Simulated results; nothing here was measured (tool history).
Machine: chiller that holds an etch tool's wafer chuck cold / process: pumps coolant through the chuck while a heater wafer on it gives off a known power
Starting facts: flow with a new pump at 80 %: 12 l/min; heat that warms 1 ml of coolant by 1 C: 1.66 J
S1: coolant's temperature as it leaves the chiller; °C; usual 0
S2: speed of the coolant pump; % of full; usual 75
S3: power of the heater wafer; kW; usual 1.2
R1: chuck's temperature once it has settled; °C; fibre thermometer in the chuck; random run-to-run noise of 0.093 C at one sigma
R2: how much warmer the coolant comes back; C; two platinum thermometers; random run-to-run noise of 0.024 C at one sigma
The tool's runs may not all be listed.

run,hour,S1,S2,S3,R1,R2
1,0,0,75,1.2,9.19,3.93
2,41.8,0,75,1.2,9.38,3.89
3,93,0,75,1.2,9.06,3.93
4,136.9,0,75,1.2,9.12,3.97
5,188.9,0,75,1.2,9.15,3.97
6,214.6,0,75,1.2,9.14,3.97
7,240.3,0,75,1.2,9.14,3.95
8,283.1,0,75,1.2,9.13,3.96
9,322.7,0,75,1.2,9.36,3.98
10,348.1,0,75,1.2,9.27,3.98
11,369.9,0,75,1.2,9.14,3.99
# hour 405.3: chiller's thermometer calibrated
12,409.6,0,75,1.2,9.71,3.96
13,450.9,-7,75,1.2,2.57,3.95
14,502.7,6,93,1.207,14.1,3.2
15,528.3,-7,61,1.287,5.17,5.22
16,550.7,2,88,1.287,10.98,3.65
17,582.6,2,88,1.287,10.84,3.61
18,621.3,2,88,1.287,10.95,3.63
19,671.6,8,62,0.694,14.66,2.83
20,716.2,-10,65,1.2,1.02,4.61
21,739.5,8,65,1.2,18.84,4.63
22,784.4,8,65,1.2,18.84,4.59
23,822.7,8,65,1.2,18.98,4.6
24,849.7,5,65,1.399,17.9,5.38
25,883.7,5,65,1.399,17.82,5.42
26,929.6,-5,73,1.357,6.29,4.63

Consider 3 possible next runs. They are alternatives, not a sequence: every one starts from the tool as it was left by run 26. What does each give?
A,967.5,-9,82,0.943,?,?
B,967.5,9,73,1.357,?,?
C,967.5,4,78,1.357,?,?

run,R1,R2
A,-1.84,2.88
B,20.19,4.66
C,14.66,4.33
The same runs, with their run-to-run variation unchanged, on a tool lacking any hidden condition would have given:
run,R1,R2
A,-2.82,2.79
B,18.6,4.51
C,13.16,4.19
